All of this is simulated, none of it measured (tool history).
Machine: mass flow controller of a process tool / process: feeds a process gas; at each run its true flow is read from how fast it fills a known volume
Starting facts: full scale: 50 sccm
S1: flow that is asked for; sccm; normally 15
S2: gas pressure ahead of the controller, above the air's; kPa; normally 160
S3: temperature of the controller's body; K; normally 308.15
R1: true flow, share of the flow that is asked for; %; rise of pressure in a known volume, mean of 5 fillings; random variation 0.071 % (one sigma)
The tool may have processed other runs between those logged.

{"run": 1, "hour": 0.0, "S1": 15, "S2": 160, "S3": 308.15, "R1": 100}
{"run": 2, "hour": 189.0, "S1": 15, "S2": 160, "S3": 308.15, "R1": 100.04}
{"run": 3, "hour": 383.4, "S1": 15, "S2": 160, "S3": 308.15, "R1": 99.97}
{"run": 4, "hour": 579.9, "S1": 15, "S2": 160, "S3": 308.15, "R1": 100.04}
{"run": 5, "hour": 917.1, "S1": 15, "S2": 160, "S3": 308.15, "R1": 100.09}
{"run": 6, "hour": 1193.4, "S1": 22, "S2": 160, "S3": 308.15, "R1": 100.27}
{"run": 7, "hour": 1486.2, "S1": 22, "S2": 160, "S3": 308.15, "R1": 100.28}
{"run": 8, "hour": 1744.5, "S1": 15, "S2": 160, "S3": 308.15, "R1": 100.23}
{"run": 9, "hour": 2023.5, "S1": 15, "S2": 160, "S3": 308.15, "R1": 100.43}
{"run": 10, "hour": 2310.9, "S1": 21, "S2": 160, "S3": 307.15, "R1": 100.42}
{"run": 11, "hour": 2600.1, "S1": 21, "S2": 160, "S3": 307.15, "R1": 100.51}
{"run": 12, "hour": 2788.6, "S1": 17, "S2": 238, "S3": 293.15, "R1": 99.83}
{"run": 13, "hour": 3149.2, "S1": 15, "S2": 268, "S3": 308.15, "R1": 100.93}
{"run": 14, "hour": 3458.5, "S1": 5, "S2": 168, "S3": 308.15, "R1": 100.45}
{"run": 15, "hour": 3752.8, "S1": 46, "S2": 160, "S3": 308.15, "R1": 101.33}
{"run": 16, "hour": 3991.4, "S1": 39, "S2": 239, "S3": 311.15, "R1": 101.56}

Forecast each of these 5 alternatives for the next run:
{"run": "A", "hour": 4156.7, "S1": 16, "S2": 160, "S3": 308.15, "R1": "?"}
{"run": "B", "hour": 4156.7, "S1": 15, "S2": 274, "S3": 296.15, "R1": "?"}
{"run": "C", "hour": 4156.7, "S1": 39, "S2": 160, "S3": 313.15, "R1": "?"}
{"run": "D", "hour": 4156.7, "S1": 11, "S2": 200, "S3": 308.15, "R1": "?"}
{"run": "E", "hour": 4156.7, "S1": 39, "S2": 158, "S3": 311.15, "R1": "?"}

run=A R1=100.8
run=B R1=100.39
run=C R1=101.7
run=D R1=100.98
run=E R1=101.52
With no hidden state in the tool, these same runs would have given:
run=A R1=99.86
run=B R1=99.45
run=C R1=100.75
run=D R1=100.03
run=E R1=100.57

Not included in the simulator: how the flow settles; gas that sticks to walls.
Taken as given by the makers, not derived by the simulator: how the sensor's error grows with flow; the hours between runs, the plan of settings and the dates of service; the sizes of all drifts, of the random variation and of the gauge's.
